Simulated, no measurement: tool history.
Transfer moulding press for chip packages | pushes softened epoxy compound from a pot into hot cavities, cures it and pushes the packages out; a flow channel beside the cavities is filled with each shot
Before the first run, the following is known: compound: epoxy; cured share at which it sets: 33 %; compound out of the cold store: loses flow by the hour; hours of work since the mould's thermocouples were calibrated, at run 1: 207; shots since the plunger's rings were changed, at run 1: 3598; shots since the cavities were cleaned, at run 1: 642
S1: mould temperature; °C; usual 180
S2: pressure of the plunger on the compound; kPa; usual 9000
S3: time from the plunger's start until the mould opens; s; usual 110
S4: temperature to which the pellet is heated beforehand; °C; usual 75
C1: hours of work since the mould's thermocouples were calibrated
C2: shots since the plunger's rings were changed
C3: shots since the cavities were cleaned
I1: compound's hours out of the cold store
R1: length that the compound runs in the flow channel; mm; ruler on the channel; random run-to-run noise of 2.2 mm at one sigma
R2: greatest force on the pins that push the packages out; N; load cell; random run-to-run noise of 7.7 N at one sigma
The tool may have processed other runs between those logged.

run,hour,S1,S2,S3,S4,C1,C2,C3,I1,R1,R2
1,0,180,9000,110,75,207,3598,642,25.4,679,578
# hour 19.1: cavities cleaned with cleaning compound and waxed
2,26,180,9000,110,75,222,3821,63,29.2,662,341
3,41.8,180,9000,110,75,231,3964,206,10.4,741,448
4,70.1,180,9000,110,75,247,4221,463,29.8,662,506
5,87.2,180,9000,110,75,257,4376,618,40.5,616,549
6,104.1,180,9000,110,75,267,4529,771,43,606,557
# hour 109.8: cavities cleaned with cleaning compound and waxed
7,121.4,180,9000,110,75,276,4674,106,40.7,613,361
# hour 125.6: mould's thermocouples calibrated
8,150.3,180,9000,110,74,14,4918,350,21.5,690,473
9,171.5,180,9000,110,74,27,5110,542,35.7,630,513
# hour 194.6: plunger's sealing rings changed
# hour 199.2: mould's thermocouples calibrated, once more
10,204,180,10970,110,75,3,66,796,20.9,803,588
# hour 207.4: cavities cleaned with cleaning compound and waxed
11,231.1,180,10970,110,75,18,299,215,44.6,699,422
12,252,180,9000,136,66,30,489,405,34.9,666,430
13,272.5,176,9010,122,77,42,675,591,46.8,627,529
14,289.6,175,7040,110,73,52,830,746,11.2,690,738
# hour 297.3: cavities cleaned with cleaning compound and waxed
15,311.7,187,10200,122,71,64,1018,132,23.3,739,334
16,324.3,187,8870,122,69,71,1132,246,40.7,619,403
17,337.1,187,8870,122,69,78,1248,362,40.6,617,428
18,365.3,187,8870,122,69,95,1504,618,41.6,614,507
# hour 388.7: cavities cleaned with cleaning compound and waxed
19,392.4,176,10580,122,69,110,1737,34,27.8,758,355

Run 20 is up next; what results do you expect?
20,420.1,175,10580,122,69,126,1989,286,26.3,?,?

{"run 20": {"R1": 765, "R2": 468}}
With the hidden condition absent and the run-to-run variation left alone, this run would have shown R1 782 mm, R2 333 N.
